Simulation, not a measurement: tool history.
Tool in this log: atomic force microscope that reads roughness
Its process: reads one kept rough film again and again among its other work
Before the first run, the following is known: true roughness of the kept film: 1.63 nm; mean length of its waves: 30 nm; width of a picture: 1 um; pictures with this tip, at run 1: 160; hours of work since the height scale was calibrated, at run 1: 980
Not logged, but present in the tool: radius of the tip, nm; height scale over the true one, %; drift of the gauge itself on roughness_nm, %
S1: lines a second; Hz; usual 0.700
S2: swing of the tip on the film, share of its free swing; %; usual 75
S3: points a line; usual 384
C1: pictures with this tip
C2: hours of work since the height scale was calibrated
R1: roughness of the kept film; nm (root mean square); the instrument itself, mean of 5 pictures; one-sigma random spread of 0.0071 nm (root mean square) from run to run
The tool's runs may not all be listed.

run	hour	S1	S2	S3	C1	C2	R1
1	0.0	0.700	75	384	160	980	1.344
2	36.1	0.700	75	384	231	1004	1.339
# hour 62.9: new tip fitted
3	79.0	0.700	75	384	32	1032	1.419
4	103.5	0.700	69	384	80	1048	1.418
5	139.3	0.700	69	384	151	1072	1.387
# hour 143.0: height scale calibrated on a step standard
6	165.1	0.700	69	384	200	15	1.355
# hour 205.8: new tip fitted
7	218.6	0.700	69	384	25	50	1.433
# hour 251.6: height scale calibrated on a step standard, once more
8	263.9	0.700	69	384	113	8	1.421
9	295.2	0.573	86	264	175	29	1.343
10	324.1	0.949	75	995	232	48	1.344
# hour 346.7: new tip fitted
11	376.5	0.978	61	966	59	83	1.453

Hidden state or all else? Some run-to-run changes of R1, split into what the settings, what came in and random variation would give without the hidden state, and what is left for the hidden state (with any gauge scatter that isn't in both results):
Run 2 -> 3: new tip fitted. R1 +0.080 nm (root mean square): hidden state +0.114, all else -0.034.
Run 10 -> 11: S1 0.949 -> 0.978, S2 75 -> 61, S3 995 -> 966, new tip fitted. R1 +0.109 nm (root mean square): hidden state +0.077, all else +0.032.

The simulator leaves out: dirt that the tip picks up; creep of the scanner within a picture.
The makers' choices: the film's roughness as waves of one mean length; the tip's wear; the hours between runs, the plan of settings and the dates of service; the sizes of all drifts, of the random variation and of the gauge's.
